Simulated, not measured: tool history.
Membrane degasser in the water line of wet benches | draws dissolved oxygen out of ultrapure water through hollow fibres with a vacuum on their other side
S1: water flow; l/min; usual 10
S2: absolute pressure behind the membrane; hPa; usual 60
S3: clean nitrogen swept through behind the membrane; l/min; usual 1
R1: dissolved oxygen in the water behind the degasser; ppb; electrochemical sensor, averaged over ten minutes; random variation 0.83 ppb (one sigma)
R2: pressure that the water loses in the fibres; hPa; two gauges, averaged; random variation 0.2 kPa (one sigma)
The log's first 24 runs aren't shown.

run    hour  S1    S2    S3     R1     R2
 25  4293.4  11  88.8  0.75  204.8  499.4
 26  4482.8  13    60     1    111    593
 27  4582.5  10  60.8  2.18   42.6  458.4
 28  4824.5  10  60.8  2.18   43.1  453.3
     4841.6  -- vacuum gauge calibrated
 29  4945.6  10  60.8  2.18   43.4  450.6
 30    5182  10  60.8  2.18   43.1  450.9
 31  5399.4  14  39.7  1.26   52.3    630
 32  5512.6  14  39.7  1.26   51.9  631.7

4 ways to go on from here, each from the tool as it stands after run 32. What would each give?
  A  5703.1  13   48.1  2.57   ?   ?
  B  5703.1  13  147.6  0.66   ?   ?
  C  5703.1  14  115.7   1.1   ?   ?
  D  5703.1  14  126.4  1.26   ?   ?

run     R1     R2
  A     46  590.8
  B  502.7    582
  C  271.4  634.6
  D  266.5  632.7
Without the tool's hidden state the same runs would have given:
run     R1     R2
  A   45.9  599.4
  B  502.6  590.5
  C  271.3  643.8
  D  266.4  641.9
